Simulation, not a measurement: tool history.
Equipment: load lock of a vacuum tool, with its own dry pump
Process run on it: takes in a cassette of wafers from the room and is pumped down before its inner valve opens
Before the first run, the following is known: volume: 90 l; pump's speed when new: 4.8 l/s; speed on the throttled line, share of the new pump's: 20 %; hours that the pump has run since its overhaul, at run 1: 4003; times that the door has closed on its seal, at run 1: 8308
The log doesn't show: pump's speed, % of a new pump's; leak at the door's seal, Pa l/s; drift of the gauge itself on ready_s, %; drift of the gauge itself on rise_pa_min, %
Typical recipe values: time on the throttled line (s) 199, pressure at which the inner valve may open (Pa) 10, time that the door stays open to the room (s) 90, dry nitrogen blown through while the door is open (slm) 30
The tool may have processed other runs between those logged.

run	hour	time on the throttled line (s)	pressure at which the inner valve may open (Pa)	time that the door stays open to the room (s)	dry nitrogen blown through while the door is open (slm)	hours that the pump has run since its overhaul	times that the door has closed on its seal	incoming humidity of the room's air, %	time from the closed door until the inner valve may open (s)	rise of the pressure with all valves shut (Pa/min)
1	0	199	10	90	30	4003	8308	42.9	338.1	0.048
2	151	199	10	90	30	4154	8641	48	339.7	0.053
3	225.5	199	10	90	30	4229	8806	44.2	333.1	0.044
4	323.1	199	10	90	30	4326	9021	42.6	337.1	0.042
5	461.3	199	10	90	30	4464	9326	44	334.8	0.048
6	584.5	199	10	90	30	4588	9597	41.4	338.7	0.048
7	759.1	199	10	90	30	4762	9982	46	336.3	0.056
8	933.6	199	10	90	30	4937	10367	47.2	337.7	0.058
9	1016.3	199	10	90	30	5019	10549	44.5	335.8	0.06
10	1105.1	199	10	90	30	5108	10745	45.4	336.2	0.055
11	1204.4	199	10	90	30	5207	10964	47.5	337.9	0.062
12	1343.9	199	10	86	30	5347	11272	46.3	341.7	0.058
13	1454.2	199	10	90	30	5457	11515	44.9	339.3	0.06
14	1574.3	199	10	90	30	5577	11780	48.1	344.6	0.065
15	1739.8	199	10	90	30	5743	12145	47.1	338.9	0.064
16	1863.9	199	10	90	30	5867	12418	48.7	338.6	0.071
17	2005.8	199	10	90	30	6009	12731	44.9	341	0.075
18	2162.8	199	10	90	30	6166	13077	44.8	339.6	0.063
19	2271.2	199	10	90	30	6274	13317	45.7	339.4	0.071
20	2433.7	199	10	90	30	6437	13675	45.6	343.7	0.074
21	2535	262	16	39	30	6538	13898	48.2	377.2	0.075
22	2677.7	264	10	39	30	6681	14213	40	389.7	0.07
23	2771.8	264	10	39	30	6775	14421	40.7	397.5	0.073
24	2896	281	10	80	30	6899	14694	44.5	404.5	0.075
25	3038.2	249	10	80	27	7041	15008	43.6	378.1	0.09
26	3183.6	249	17	50	27	7187	15328	42	373	0.085
27	3304.7	392	12	90	24	7308	15596	45.7	491.1	0.089
28	3409.4	392	12	90	24	7412	15826	40.6	484.5	0.086
29	3541.7	391	17	183	32	7545	16118	44.1	484.6	0.092
30	3630.7	391	17	59	37	7634	16314	42.9	479.3	0.085
31	3757.7	391	17	59	37	7761	16595	44.4	479.3	0.086
32	3889.9	289	10	26	30	7893	16886	44.3	419.5	0.092
33	4011.7	199	8	31	30	8015	17155	47.8	346.1	0.099
34	4181.6	199	15	27	34	8185	17529	46	335.1	0.096
35	4270.1	199	14	27	34	8273	17724	44.8	339.9	0.094
36	4354.6	216	16	74	30	8358	17911	45.1	348.3	0.104
37	4499.6	364	18	74	10	8503	18231	46.6	462.4	0.114
38	4585.3	364	18	74	10	8588	18420	45.4	457.3	0.115

Each row is a separate what-if for the run after 38, all from the same tool condition, not one after another. Results?
A	4702.9	259	18	87	29	8706	18679	47.6	?	?
B	4702.9	357	13	33	10	8706	18679	45.7	?	?
C	4702.9	378	10	64	30	8706	18679	45.4	?	?

run	time from the closed door until the inner valve may open (s)	rise of the pressure with all valves shut (Pa/min)
A	376.1	0.111
B	465.4	0.11
C	483.5	0.11
With the hidden condition removed and each run's random variation left untouched, the same runs would have given:
run	time from the closed door until the inner valve may open (s)	rise of the pressure with all valves shut (Pa/min)
A	368.3	0.014
B	458.4	0.011
C	476.2	0.013
